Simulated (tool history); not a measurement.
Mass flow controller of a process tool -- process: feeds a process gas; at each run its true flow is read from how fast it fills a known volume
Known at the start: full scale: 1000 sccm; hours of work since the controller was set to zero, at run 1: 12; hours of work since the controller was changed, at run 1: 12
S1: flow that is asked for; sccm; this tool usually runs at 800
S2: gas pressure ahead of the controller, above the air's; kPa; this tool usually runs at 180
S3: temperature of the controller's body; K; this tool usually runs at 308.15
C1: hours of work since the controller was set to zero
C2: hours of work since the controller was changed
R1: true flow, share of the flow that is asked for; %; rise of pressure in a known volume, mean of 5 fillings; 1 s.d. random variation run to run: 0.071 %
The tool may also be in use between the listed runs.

{"run": 1, "hour": 0.0, "S1": 800, "S2": 180, "S3": 308.15, "C1": 12, "C2": 12, "R1": 99.72}
{"run": 2, "hour": 72.8, "S1": 800, "S2": 180, "S3": 308.15, "C1": 45, "C2": 45, "R1": 99.9}
{"run": 3, "hour": 117.4, "S1": 115, "S2": 180, "S3": 308.15, "C1": 66, "C2": 66, "R1": 97.82}
{"run": 4, "hour": 173.6, "S1": 115, "S2": 180, "S3": 308.15, "C1": 91, "C2": 91, "R1": 97.99}
{"run": 5, "hour": 228.9, "S1": 800, "S2": 180, "S3": 308.15, "C1": 116, "C2": 116, "R1": 99.88}
{"run": 6, "hour": 277.3, "S1": 942, "S2": 180, "S3": 308.15, "C1": 139, "C2": 139, "R1": 100.4}
{"run": 7, "hour": 352.4, "S1": 352, "S2": 180, "S3": 308.15, "C1": 173, "C2": 173, "R1": 98.65}
{"run": 8, "hour": 384.5, "S1": 800, "S2": 157, "S3": 308.15, "C1": 188, "C2": 188, "R1": 99.9}
{"run": 9, "hour": 422.0, "S1": 739, "S2": 156, "S3": 294.15, "C1": 205, "C2": 205, "R1": 99.01}
{"run": 10, "hour": 471.1, "S1": 145, "S2": 183, "S3": 308.15, "C1": 227, "C2": 227, "R1": 98.01}
{"run": 11, "hour": 503.6, "S1": 123, "S2": 180, "S3": 295.15, "C1": 242, "C2": 242, "R1": 97.52}

Results for each run, recomputed without the tool's hidden state and with each run's random variation untouched:
Hidden conditions of the tool in this case: flow at rest that the sensor doesn't see, % of full scale; true flow over the shown one, %; drift of the gauge itself on true_pct, %.
run=1 R1=99.59
run=2 R1=99.76
run=3 R1=97.52
run=4 R1=97.65
run=5 R1=99.70
run=6 R1=100.22
run=7 R1=98.40
run=8 R1=99.69
run=9 R1=98.79
run=10 R1=97.57
run=11 R1=97.01
